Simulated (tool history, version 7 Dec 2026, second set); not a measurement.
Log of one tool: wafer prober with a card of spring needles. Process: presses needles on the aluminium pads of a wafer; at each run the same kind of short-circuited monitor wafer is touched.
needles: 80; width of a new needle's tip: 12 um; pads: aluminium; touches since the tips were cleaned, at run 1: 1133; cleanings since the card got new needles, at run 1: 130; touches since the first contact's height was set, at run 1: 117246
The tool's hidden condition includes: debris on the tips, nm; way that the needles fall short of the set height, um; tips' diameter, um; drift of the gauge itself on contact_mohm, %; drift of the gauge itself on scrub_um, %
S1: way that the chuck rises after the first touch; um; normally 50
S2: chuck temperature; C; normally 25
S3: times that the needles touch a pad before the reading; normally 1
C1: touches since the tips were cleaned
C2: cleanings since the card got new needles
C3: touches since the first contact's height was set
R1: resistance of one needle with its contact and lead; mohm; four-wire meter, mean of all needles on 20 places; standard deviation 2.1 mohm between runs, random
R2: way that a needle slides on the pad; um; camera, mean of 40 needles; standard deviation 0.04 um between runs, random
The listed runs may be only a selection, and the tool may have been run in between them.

| run | day | S1 | S2 | S3 | C1 | C2 | C3 | R1 | R2 |
|---|---|---|---|---|---|---|---|---|---|
| 1 | 0.000 | 50 | 25 | 1 | 1133 | 130 | 117246 | 229 | 12.57 |
|  | 0.612 | tips cleaned on abrasive film |
|  | 1.079 | height of the first contact set anew |
|  | 1.388 | tips cleaned on abrasive film |
|  | 2.138 | tips cleaned on abrasive film |
| 2 | 2.508 | 50 | 32 | 1 | 4888 | 133 | 18673 | 227 | 12.57 |
|  | 2.775 | tips cleaned on abrasive film |
|  | 3.529 | tips cleaned on abrasive film |
|  | 4.238 | tips cleaned on abrasive film |
|  | 4.850 | tips cleaned on abrasive film |
| 3 | 5.088 | 50 | 32 | 1 | 3110 | 137 | 52302 | 230 | 12.55 |
|  | 5.550 | tips cleaned on abrasive film |
|  | 6.262 | tips cleaned on abrasive film |
| 4 | 6.329 | 50 | 32 | 1 | 851 | 139 | 68469 | 227 | 12.52 |
|  | 6.883 | tips cleaned on abrasive film |
|  | 7.554 | tips cleaned on abrasive film |
| 5 | 7.854 | 50 | 32 | 1 | 3928 | 141 | 88354 | 228 | 12.58 |
|  | 8.267 | tips cleaned on abrasive film |
|  | 8.950 | tips cleaned on abrasive film |
|  | 9.679 | tips cleaned on abrasive film |
| 6 | 9.679 | 50 | 32 | 1 | 0 | 144 | 112176 | 226 | 12.57 |
|  | 10.433 | tips cleaned on abrasive film |
|  | 11.121 | tips cleaned on abrasive film |
|  | 11.133 | height of the first contact set anew |
|  | 11.879 | tips cleaned on abrasive film |
| 7 | 12.025 | 50 | 25 | 1 | 1900 | 147 | 11636 | 227 | 12.56 |
|  | 12.638 | tips cleaned on abrasive film |
|  | 13.404 | tips cleaned on abrasive film |
| 8 | 13.633 | 50 | 25 | 1 | 3007 | 149 | 32642 | 229 | 12.56 |
|  | 14.038 | tips cleaned on abrasive film |
|  | 14.754 | tips cleaned on abrasive film |
| 9 | 14.771 | 50 | 25 | 1 | 208 | 151 | 47465 | 229 | 12.52 |
|  | 15.383 | tips cleaned on abrasive film |
|  | 16.150 | tips cleaned on abrasive film |
| 10 | 16.688 | 50 | 34 | 1 | 7049 | 153 | 72536 | 224 | 12.55 |
|  | 16.817 | tips cleaned on abrasive film |
|  | 17.517 | tips cleaned on abrasive film |
|  | 18.262 | tips cleaned on abrasive film |
|  | 18.946 | tips cleaned on abrasive film |
| 11 | 18.946 | 50 | 34 | 1 | 0 | 157 | 101938 | 227 | 12.50 |
|  | 19.558 | tips cleaned on abrasive film |
| 12 | 20.054 | 50 | 57 | 2 | 6514 | 158 | 116460 | 233 | 12.48 |

Forecast run 13:
|  | 20.212 | tips cleaned on abrasive film |
|  | 20.871 | tips cleaned on abrasive film |
|  | 21.117 | height of the first contact set anew |
| 13 | 21.117 | 34 | 44 | 1 | 3041 | 160 | 0 | ? | ? |

R1: 240 mohm
R2: 8.49 um
If the tool had no hidden condition, the same run with the same run-to-run variation would have returned R1 240 mohm, R2 8.56 um.
